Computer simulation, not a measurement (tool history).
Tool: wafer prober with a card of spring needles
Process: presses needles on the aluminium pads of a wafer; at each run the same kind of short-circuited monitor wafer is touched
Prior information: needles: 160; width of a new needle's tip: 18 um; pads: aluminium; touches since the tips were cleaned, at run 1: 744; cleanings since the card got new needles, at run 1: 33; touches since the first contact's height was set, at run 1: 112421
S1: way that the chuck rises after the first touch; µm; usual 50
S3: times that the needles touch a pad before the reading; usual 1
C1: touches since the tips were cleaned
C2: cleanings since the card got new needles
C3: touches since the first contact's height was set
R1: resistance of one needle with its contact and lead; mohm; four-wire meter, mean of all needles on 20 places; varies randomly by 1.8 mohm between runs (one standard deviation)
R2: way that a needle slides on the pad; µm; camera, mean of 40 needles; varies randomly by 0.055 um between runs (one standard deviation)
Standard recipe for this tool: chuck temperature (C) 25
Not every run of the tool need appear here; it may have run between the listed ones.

Run 1, hour 0: usual settings; C1 744; C2 33; C3 112421. Result: R1 268 mohm, R2 11.11 µm.
At hour 7: tips cleaned on abrasive film.
Run 2, hour 14.3: usual settings but chuck temperature (C) 116; C1 2384; C2 34; C3 117036. Result: R1 385 mohm, R2 11.09 µm.
At hour 16.3: tips cleaned on abrasive film.
At hour 25.8: tips cleaned on abrasive film.
Run 3, hour 31: usual settings but S1 65 µm, chuck temperature (C) 116; C1 1691; C2 36; C3 122397. Result: R1 291 mohm, R2 14.55 µm.
At hour 34.5: tips cleaned on abrasive film.
At hour 43.6: tips cleaned on abrasive film.
Run 4, hour 46.1: usual settings but S1 65 µm, chuck temperature (C) 116; C1 824; C2 38; C3 127239. Result: R1 262 mohm, R2 14.49 µm.
At hour 52.8: tips cleaned on abrasive film.
Run 5, hour 60.8: usual settings but S1 65 µm, chuck temperature (C) 116; C1 2600; C2 39; C3 131975. Result: R1 314 mohm, R2 14.48 µm.
At hour 62.3: tips cleaned on abrasive film.
Run 6, hour 69: usual settings but S3 2; C1 2171; C2 40; C3 134600. Result: R1 310 mohm, R2 11.1 µm.
At hour 71.5: tips cleaned on abrasive film.
At hour 81.1: tips cleaned on abrasive film.
Run 7, hour 84.6: usual settings but S3 2; C1 1116; C2 42; C3 139605. Result: R1 256 mohm, R2 10.98 µm.
At hour 90.6: tips cleaned on abrasive film.
At hour 100.6: tips cleaned on abrasive film.
Run 8, hour 101.5: usual settings but S3 2; C1 282; C2 44; C3 145036. Result: R1 231 mohm, R2 10.89 µm.
At hour 110.2: tips cleaned on abrasive film.
Run 9, hour 111.6: usual settings but S3 2; C1 465; C2 45; C3 148301. Result: R1 235 mohm, R2 10.95 µm.
At hour 119.8: tips cleaned on abrasive film.
Run 10, hour 120.7: usual settings but S3 2; C1 297; C2 46; C3 151212. Result: R1 232 mohm, R2 10.92 µm.
At hour 129.1: tips cleaned on abrasive film.
Run 11, hour 131.5: usual settings but chuck temperature (C) 32; C1 775; C2 47; C3 154698. Result: R1 288 mohm, R2 10.73 µm.
At hour 137.9: tips cleaned on abrasive film.
Run 12, hour 140: usual settings but chuck temperature (C) 32, S3 2; C1 680; C2 48; C3 157404. Result: R1 242 mohm, R2 10.81 µm.
At hour 147.1: tips cleaned on abrasive film.
At hour 155.8: tips cleaned on abrasive film.
Run 13, hour 155.8: usual settings but S1 55 µm, chuck temperature (C) 60, S3 2; C1 0; C2 50; C3 162485. Result: R1 210 mohm, R2 11.94 µm.
At hour 164.8: tips cleaned on abrasive film.
Run 14, hour 170.1: usual settings but chuck temperature (C) 78; C1 1741; C2 51; C3 167105. Result: R1 363 mohm, R2 10.8 µm.
At hour 173.9: tips cleaned on abrasive film.
Run 15, hour 181.1: usual settings but S1 53 µm, chuck temperature (C) 68; C1 2351; C2 52; C3 170639. Result: R1 374 mohm, R2 11.4 µm.
At hour 183.7: tips cleaned on abrasive film.
Run 16, hour 191.2: usual settings but S1 53 µm, chuck temperature (C) 68; C1 2434; C2 53; C3 173896. Result: R1 384 mohm, R2 11.45 µm.
At hour 192.9: tips cleaned on abrasive film.
Run 17, hour 200.8: usual settings but chuck temperature (C) 40; C1 2581; C2 54; C3 176974. Result: R1 445 mohm, R2 10.77 µm.
At hour 201.8: tips cleaned on abrasive film.
At hour 210.6: tips cleaned on abrasive film.
Run 18, hour 217.5: usual settings but S1 53 µm, chuck temperature (C) 40, S3 2; C1 2221; C2 56; C3 182329. Result: R1 306 mohm, R2 11.58 µm.
At hour 220: tips cleaned on abrasive film.
At hour 228.9: tips cleaned on abrasive film.
Run 19, hour 230.9: usual settings but S1 53 µm, chuck temperature (C) 40; C1 661; C2 58; C3 186627. Result: R1 272 mohm, R2 11.37 µm.
At hour 238.4: tips cleaned on abrasive film.
Run 20, hour 243.8: usual settings but S1 48 µm, chuck temperature (C) 94; C1 1774; C2 59; C3 190797. Result: R1 377 mohm, R2 10.2 µm.

Alternative continuations, all from the tool just after run 20; predict every row:
At hour 247.6: tips cleaned on abrasive film.
Run A, hour 252.7: usual settings but S1 31 µm, chuck temperature (C) 75; C1 1630; C2 60; C3 193628. Result: R1 ?, R2 ?.
At hour 247.6: tips cleaned on abrasive film.
Run B, hour 252.7: usual settings but S1 69 µm, chuck temperature (C) 26; C1 1630; C2 60; C3 193628. Result: R1 ?, R2 ?.
At hour 247.6: tips cleaned on abrasive film.
Run C, hour 252.7: usual settings but S1 46 µm, chuck temperature (C) 45, S3 2; C1 1630; C2 60; C3 193628. Result: R1 ?, R2 ?.
At hour 247.6: tips cleaned on abrasive film.
Run D, hour 252.7: usual settings but S1 32 µm, chuck temperature (C) 49, S3 2; C1 1630; C2 60; C3 193628. Result: R1 ?, R2 ?.

run   R1     R2
  A  648   6.22
  B  269  15.16
  C  319   9.74
  D  474   6.51
Take away the tool's hidden state, keep each run's random variation, and the runs would have read:
run   R1     R2
  A  223   7.17
  B  183  16.12
  C  202   10.7
  D  217   7.46
